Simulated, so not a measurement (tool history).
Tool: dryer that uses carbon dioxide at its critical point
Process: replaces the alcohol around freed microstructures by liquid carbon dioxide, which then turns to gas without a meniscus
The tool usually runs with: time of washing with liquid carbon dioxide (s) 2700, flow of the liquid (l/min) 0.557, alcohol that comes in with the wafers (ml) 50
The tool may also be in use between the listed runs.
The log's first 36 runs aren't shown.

run	hour	time of washing with liquid carbon dioxide (s)	flow of the liquid (l/min)	alcohol that comes in with the wafers (ml)	hours of work since the filter was changed	hours of work since the purifier's bed was changed	alcohol left in the vessel before it's heated (ppm by volume)
37	226.1	1620	0.545	64	125	109	549
38	234.4	1620	0.545	64	127	112	574
39	242.1	2220	0.545	64	130	114	181
40	250.2	3240	0.557	88	132	117	44
41	255.8	2640	0.755	50	134	118	20
42	262.6	2700	0.557	94	136	120	97
43	267.9	2700	0.557	115	138	122	111
44	275.5	2700	0.557	115	140	124	116
45	280.7	2700	0.557	115	141	126	113
46	286.1	2700	0.557	115	143	128	107
47	290.5	2700	0.556	36	144	129	51

3 ways to go on from here, each from the tool as it stands after run 47. What would each give?
A	298.9	2580	0.368	43	147	131	?
B	298.9	2700	0.648	50	147	131	?
C	298.9	2700	0.41	36	147	131	?

run	alcohol left in the vessel before it's heated (ppm by volume)
A	295
B	33
C	151
Without the tool's hidden state the same runs would have given:
run	alcohol left in the vessel before it's heated (ppm by volume)
A	195
B	13
C	94

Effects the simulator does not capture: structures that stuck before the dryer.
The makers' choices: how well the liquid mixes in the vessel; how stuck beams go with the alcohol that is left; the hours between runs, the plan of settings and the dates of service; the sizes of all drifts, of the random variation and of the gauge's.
